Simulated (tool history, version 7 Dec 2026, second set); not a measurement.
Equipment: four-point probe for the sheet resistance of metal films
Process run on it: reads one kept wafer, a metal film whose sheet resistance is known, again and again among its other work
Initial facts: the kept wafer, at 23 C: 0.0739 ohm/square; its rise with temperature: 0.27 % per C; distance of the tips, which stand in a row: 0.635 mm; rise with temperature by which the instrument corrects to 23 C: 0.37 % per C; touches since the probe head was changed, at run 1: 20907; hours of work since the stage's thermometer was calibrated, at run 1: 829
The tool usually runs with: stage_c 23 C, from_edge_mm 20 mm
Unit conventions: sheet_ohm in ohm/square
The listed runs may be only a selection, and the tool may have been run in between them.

run	hour	stage_c	from_edge_mm	touches since the probe head was changed	hours of work since the stage's thermometer was calibrated	sheet_ohm
1	0.0	23	20	20907	829	0.073929
2	59.1	20	20	21743	862	0.074175
3	112.3	20	20	22496	892	0.074170
4	165.7	20	20	23250	922	0.074153
5	204.8	20	20	23803	944	0.074168
6	232.5	23	20	24194	960	0.073987
7	279.4	23	20	24858	986	0.073952
8	303.5	23	20	25199	1000	0.073933
9	339.5	23	20	25708	1020	0.073926
10	382.1	23	20	26311	1044	0.073959
11	425.6	23	20	26926	1068	0.073958
12	469.1	22	20	27540	1092	0.074003
13	507.4	22	20	28082	1114	0.074007
14	545.6	22	20	28623	1135	0.074048
15	598.3	22	27	29367	1165	0.073997
16	656.4	22	27	30189	1197	0.074028
17	684.4	27	29	30585	1213	0.073624
18	718.2	26	7	31063	1232	0.074018
19	759.7	26	7	31649	1255	0.074025
20	783.6	20	13	31988	1269	0.074234
21	837.1	20	9	32744	1299	0.074329
22	865.2	22	4	33141	1315	0.074977
23	917.2	30	4	33876	1344	0.074389
24	946.2	32	22	34287	1360	0.073276
25	975.6	32	22	34702	1376	0.073285
26	1008.9	25	31	35173	1395	0.073778
27	1043.8	28	37	35668	1415	0.073566
28	1085.0	23	32	36249	1438	0.073925

What if the next run were any one of these 3? Each begins from the tool's condition after run 28:
A	1124.8	30	57	36812	1460	?
B	1124.8	24	14	36812	1460	?
C	1124.8	23	19	36812	1460	?

run	sheet_ohm
A	0.073376
B	0.073911
C	0.073941
What these runs would have given with no unlogged condition in the tool:
run	sheet_ohm
A	0.073373
B	0.073908
C	0.073937
